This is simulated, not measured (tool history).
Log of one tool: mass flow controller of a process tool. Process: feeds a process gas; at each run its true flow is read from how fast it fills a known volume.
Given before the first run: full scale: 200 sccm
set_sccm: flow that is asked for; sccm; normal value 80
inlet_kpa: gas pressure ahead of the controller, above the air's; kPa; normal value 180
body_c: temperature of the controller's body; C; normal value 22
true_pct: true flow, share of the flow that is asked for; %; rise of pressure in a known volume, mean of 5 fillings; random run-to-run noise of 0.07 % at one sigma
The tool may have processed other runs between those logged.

run,hour,set_sccm,inlet_kpa,body_c,true_pct
1,0.0,80,180,22,98.27
2,266.4,80,180,22,98.21
3,502.1,80,180,22,98.11
4,898.8,80,154,22,98.22
5,1186.8,80,154,22,98.16
# hour 1658.0: controller exchanged for a calibrated one
6,1725.6,80,154,22,98.29
7,2062.9,80,154,22,98.20
8,2587.1,80,154,22,98.17
9,3010.3,80,154,22,98.27
10,3367.4,80,180,25,98.18
11,3642.7,80,180,22,98.29
12,4043.9,70,180,22,98.09
13,4359.4,70,180,22,98.07
14,4720.7,70,180,31,98.38
15,5260.0,70,180,31,98.28
16,5696.9,80,205,22,98.20
17,6125.0,80,205,22,98.02
18,6604.3,80,180,22,98.25
19,6920.1,80,180,22,98.25
20,7196.7,80,180,22,98.11
21,7591.3,80,180,22,98.22
22,8111.6,80,180,22,98.17
23,8514.8,80,180,22,98.19
24,8812.4,80,180,22,98.18
25,9222.9,80,180,29,98.39
26,9472.7,87,250,27,98.35
27,9839.8,87,250,27,98.28
28,10298.1,87,250,27,98.30
# hour 10706.2: controller exchanged for a calibrated one
29,10706.2,80,202,22,98.12
30,11163.6,27,151,22,97.45
31,11709.9,27,162,34,97.89
32,11956.3,132,242,34,99.20
33,12346.5,129,227,35,99.25
34,12678.9,35,218,34,97.91
35,13115.2,161,208,32,99.54
36,13377.4,61,154,37,98.35
37,13733.4,80,216,33,98.54
38,14101.8,80,216,33,98.48
39,14372.5,80,247,34,98.42
40,14931.4,61,169,22,97.99
41,15444.1,61,169,22,98.03
42,15807.9,50,207,28,98.00
43,16339.2,50,253,22,97.70
44,16597.9,50,253,22,97.63
45,16953.1,21,180,22,97.36
46,17353.3,21,180,22,97.28
47,17653.2,21,180,22,97.36
48,17897.4,80,148,22,98.21

4 ways to go on from here, each from the tool as it stands after run 48. What would each give?
A,18310.3,80,180,30,?
B,18310.3,80,270,22,?
C,18310.3,61,148,22,?
D,18310.3,80,184,22,?

run,true_pct
A,98.43
B,98.11
C,98.01
D,98.18
What these runs would have given with no unlogged condition in the tool:
run,true_pct
A,98.44
B,98.12
C,98.02
D,98.19
